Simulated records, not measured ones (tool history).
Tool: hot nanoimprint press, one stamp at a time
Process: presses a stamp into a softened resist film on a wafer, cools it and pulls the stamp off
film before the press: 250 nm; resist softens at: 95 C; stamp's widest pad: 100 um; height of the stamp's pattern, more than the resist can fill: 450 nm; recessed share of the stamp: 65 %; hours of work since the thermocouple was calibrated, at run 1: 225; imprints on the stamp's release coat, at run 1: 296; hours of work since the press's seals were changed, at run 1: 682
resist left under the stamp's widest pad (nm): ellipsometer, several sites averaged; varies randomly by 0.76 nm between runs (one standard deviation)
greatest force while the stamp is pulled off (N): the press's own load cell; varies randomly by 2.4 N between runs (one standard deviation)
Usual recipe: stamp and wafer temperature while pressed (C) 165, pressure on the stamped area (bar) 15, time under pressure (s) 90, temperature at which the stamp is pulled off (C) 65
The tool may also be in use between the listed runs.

run	hour	stamp and wafer temperature while pressed (C)	pressure on the stamped area (bar)	time under pressure (s)	temperature at which the stamp is pulled off (C)	hours of work since the thermocouple was calibrated	imprints on the stamp's release coat	hours of work since the press's seals were changed	resist left under the stamp's widest pad (nm)	greatest force while the stamp is pulled off (N)
1	0.0	165	15	90	65	225	296	682	94.1	106
2	27.7	165	15	90	65	244	401	701	95.9	112
3	46.8	165	15	90	65	257	474	714	94.6	110
4	77.7	165	15	90	65	278	592	735	96.3	111
5	102.2	165	15	90	65	294	685	752	95.3	112
6	126.9	165	15	90	65	311	779	769	95.6	110
7	155.8	165	15	90	65	331	889	788	95.0	108
# hour 171.7: stamp cleaned and given a new release coat
8	194.4	165	15	90	65	353	87	811	94.3	104
9	226.6	165	15	90	61	375	209	833	95.2	118
10	246.6	165	15	90	61	389	286	846	95.2	118
11	268.6	165	15	90	61	404	369	861	95.6	114
12	299.9	165	15	90	65	425	489	883	94.0	104
# hour 317.6: plate thermocouple calibrated
13	329.7	172	15	90	65	8	591	901	67.6	108
14	353.1	172	15	90	65	24	680	917	67.2	107
15	383.2	172	15	90	65	45	795	937	68.0	109

What will run 16 give?
16	406.7	163	15	90	63	61	884	953	?	?

For run 16 the tool returned resist left under the stamp's widest pad (nm) 102.8, greatest force while the stamp is pulled off (N) 114.
Without the tool's hidden state the same run would have given resist left under the stamp's widest pad (nm) 102.8, greatest force while the stamp is pulled off (N) 112.
